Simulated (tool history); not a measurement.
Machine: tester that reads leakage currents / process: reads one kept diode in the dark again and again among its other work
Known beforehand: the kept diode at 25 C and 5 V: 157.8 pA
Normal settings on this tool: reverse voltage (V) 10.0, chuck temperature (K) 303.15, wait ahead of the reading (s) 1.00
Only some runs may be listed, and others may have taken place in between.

run   hour  reverse voltage (V)  chuck temperature (K)  wait ahead of the reading (s)  current that the tester gives (pA)
  1    0.0                 10.0                 303.15                           1.00                              365.05
  2   26.6                 10.0                 303.15                           1.00                              365.56
  3   54.8                 10.0                 303.15                           1.00                              363.87
  4   72.2                 10.0                 303.15                           1.00                              362.69
  5   98.2                 10.0                 303.15                           0.93                              363.01
  6  130.0                 10.0                 303.15                           1.00                              364.45
  7  151.2                 10.0                 303.15                           1.00                              366.43
  8  170.0                 10.0                 303.15                           1.00                              366.42
  9  202.2                 10.0                 303.15                           1.00                              365.62
 10  236.1                 10.0                 303.15                           1.00                              367.48
 11  258.5                  2.0                 303.15                           1.00                              180.15
 12  282.4                  2.0                 303.15                           1.00                              179.80
 13  300.7                  2.0                 303.15                           1.00                              180.15
 14  321.1                  2.0                 303.15                           1.00                              180.19
 15  359.3                  2.0                 303.15                           1.00                              180.63
 16  379.0                  2.0                 303.15                           1.00                              181.13
 17  418.9                 10.0                 303.15                           1.00                              369.62
 18  450.0                 10.0                 303.15                           1.00                              368.50
 19  466.7                 10.2                 303.15                           1.00                              372.73
 20  504.7                  8.7                 303.15                           1.00                              344.84
 21  535.6                  1.2                 303.15                           1.00                              145.34
 22  555.7                  1.2                 303.15                           1.00                              144.29
 23  585.1                  8.8                 303.15                           7.17                              347.12
 24  612.1                 14.7                 309.15                           7.17                              753.39
 25  641.9                  5.8                 311.15                           4.50                              596.87
 26  675.3                  5.8                 311.15                           4.50                              596.77
 27  709.5                  4.1                 314.15                           0.31                              672.64
 28  727.0                  4.1                 314.15                           0.31                              672.13
 29  763.7                  2.5                 303.15                           3.52                              200.30

Run 30 is up next; what results do you expect?
 30  780.3                  2.5                 303.15                           3.52                                   ?

Run 30 yielded current that the tester gives (pA) 201.04.
With no hidden state in the tool, this same run would have given current that the tester gives (pA) 188.58.
